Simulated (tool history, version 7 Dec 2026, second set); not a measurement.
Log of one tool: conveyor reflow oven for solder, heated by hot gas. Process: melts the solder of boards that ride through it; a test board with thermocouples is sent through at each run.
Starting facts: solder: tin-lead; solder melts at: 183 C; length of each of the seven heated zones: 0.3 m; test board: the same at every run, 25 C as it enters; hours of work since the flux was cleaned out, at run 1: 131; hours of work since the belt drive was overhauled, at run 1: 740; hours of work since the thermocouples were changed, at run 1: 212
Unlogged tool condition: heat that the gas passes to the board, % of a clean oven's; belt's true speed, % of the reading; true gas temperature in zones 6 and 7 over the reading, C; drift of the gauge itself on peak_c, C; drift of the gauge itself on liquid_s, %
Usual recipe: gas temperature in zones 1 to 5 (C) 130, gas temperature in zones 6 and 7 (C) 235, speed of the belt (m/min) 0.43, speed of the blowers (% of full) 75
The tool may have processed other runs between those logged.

run,hour,gas temperature in zones 1 to 5 (C),gas temperature in zones 6 and 7 (C),speed of the belt (m/min),speed of the blowers (% of full),hours of work since the flux was cleaned out,hours of work since the belt drive was overhauled,hours of work since the thermocouples were changed,highest temperature of the board (C),time above the solder's melting point (s)
1,0,130,235,0.43,75,131,740,212,216.8,59.7
2,48.1,130,235,0.36,75,167,776,248,221.1,78
3,91.7,130,235,0.36,75,200,809,281,221.4,77.9
# hour 116.5: belt drive overhauled, speed set with a stopwatch
4,146.7,130,235,0.43,75,238,23,319,215.2,57.5
5,233,130,235,0.43,75,303,87,384,214.3,57.3
# hour 286.1: flux residue cleaned out of gas plates and filters
6,318.9,130,235,0.43,68,25,148,444,214.2,58.3
7,377.7,130,235,0.43,68,69,192,488,214.3,56.4
8,416.8,130,235,0.43,68,98,221,518,213.7,57.3

Run 9 comes next. What will it give?
9,483.3,118,243,0.43,75,148,271,567,?,?

Run 9 produced highest temperature of the board (C) 220.5, time above the solder's melting point (s) 58.9.
Without the tool's hidden state the same run would have given highest temperature of the board (C) 223.8, time above the solder's melting point (s) 61.5.

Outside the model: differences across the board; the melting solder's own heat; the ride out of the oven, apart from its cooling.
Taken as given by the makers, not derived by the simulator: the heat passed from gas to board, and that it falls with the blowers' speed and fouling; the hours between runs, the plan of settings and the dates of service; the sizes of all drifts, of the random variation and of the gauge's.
